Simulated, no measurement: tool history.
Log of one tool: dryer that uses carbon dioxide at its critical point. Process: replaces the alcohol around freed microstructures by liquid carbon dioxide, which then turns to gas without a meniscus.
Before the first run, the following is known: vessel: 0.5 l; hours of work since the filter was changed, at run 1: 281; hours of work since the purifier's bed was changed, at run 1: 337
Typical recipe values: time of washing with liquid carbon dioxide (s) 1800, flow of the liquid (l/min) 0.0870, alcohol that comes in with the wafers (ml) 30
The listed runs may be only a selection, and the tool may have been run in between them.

run	hour	time of washing with liquid carbon dioxide (s)	flow of the liquid (l/min)	alcohol that comes in with the wafers (ml)	hours of work since the filter was changed	hours of work since the purifier's bed was changed	alcohol left in the vessel before it's heated (ppm by volume)
1	0.0	1800	0.0870	30	281	337	1269
2	18.6	1800	0.0732	30	287	343	2330
3	37.2	1800	0.0732	45	293	349	3349
4	59.6	1800	0.0732	50	300	356	3800
5	80.5	1800	0.0630	30	307	362	3547
6	94.7	1800	0.0870	30	311	367	1277
7	107.5	1800	0.0870	30	315	371	1292
8	128.7	1800	0.0870	30	322	377	1314
9	146.9	1140	0.0741	20	328	383	4951
10	164.1	1800	0.0740	30	333	389	2268
11	185.5	1800	0.0740	30	340	395	2361
12	203.6	1800	0.0575	30	346	401	4754
13	223.8	1800	0.0870	101	352	407	4499
14	236.7	1800	0.0710	46	356	411	4037
15	251.2	1800	0.0710	46	361	416	3936

Some steps in alcohol left in the vessel before it's heated (ppm by volume) between neighbouring runs. How much of each would the tool show without its hidden state too (settings, what came in, random variation), and how much is left for the hidden state, with any gauge scatter that isn't in both results?
Hidden conditions of the tool in this case: flow that reaches the vessel past the clogged filter, %; alcohol in the recycled carbon dioxide, ppm; drift of the gauge itself on alcohol_ppm, %.
Run 8 -> 9: time of washing with liquid carbon dioxide (s) 1800 -> 1140, flow of the liquid (l/min) 0.0870 -> 0.0741, alcohol that comes in with the wafers (ml) 30 -> 20. alcohol left in the vessel before it's heated (ppm by volume) +3637: hidden state +516, all else +3121.
